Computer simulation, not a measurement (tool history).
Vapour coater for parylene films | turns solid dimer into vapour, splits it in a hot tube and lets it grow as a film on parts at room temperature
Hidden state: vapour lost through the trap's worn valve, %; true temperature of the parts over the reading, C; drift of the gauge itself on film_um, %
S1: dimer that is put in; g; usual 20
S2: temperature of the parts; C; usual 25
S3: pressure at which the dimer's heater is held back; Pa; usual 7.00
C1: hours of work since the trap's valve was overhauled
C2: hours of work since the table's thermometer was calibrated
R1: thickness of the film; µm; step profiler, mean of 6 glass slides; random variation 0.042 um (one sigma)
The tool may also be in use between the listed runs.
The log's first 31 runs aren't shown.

run     day  S1  S2    S3   C1   C2    R1
 32  38.742  20  21  7.00  521  236  4.60
 33  40.012  13  25  7.00  541  256  2.70
     41.888  -- trap's valve overhauled
 34  41.958  13  25  7.00    1  284  2.98
 35  43.683  13  25  7.00   28  311  3.02
 36  44.425  13  25  7.00   40  323  3.00
 37  45.629  11  25  7.00   59  342  2.51
 38  47.275  20  25  3.65   85  368  5.17
 39  48.117  20  25  3.65   98  381  5.12
 40  49.129  17  25  7.00  114  397  3.83
 41  50.592  18  23  3.08  137  420  5.01
 42  51.704  18  23  3.08  155  438  4.95
 43  52.808  18  23  3.08  172  455  4.98
 44  54.562  29  24  2.53  200  483  8.00
 45  55.438  29  24  2.53  214  496  8.12
 46  56.292  19  35  4.93  227  510  3.54
 47  57.379  34  35  9.09  244  527  5.67
 48  58.308  34  21  5.59  259  542  8.61

3 ways to go on from here, each from the tool as it stands after run 48. What would each give?
  A  59.262   8  31  7.00  274  557   ?
  B  59.262   8  21  5.59  274  557   ?
  C  59.262  34  21  5.59  274  557   ?

run    R1
  A  1.50
  B  2.04
  C  8.65
Without the tool's hidden state the same runs would have given:
run    R1
  A  1.59
  B  2.15
  C  9.15
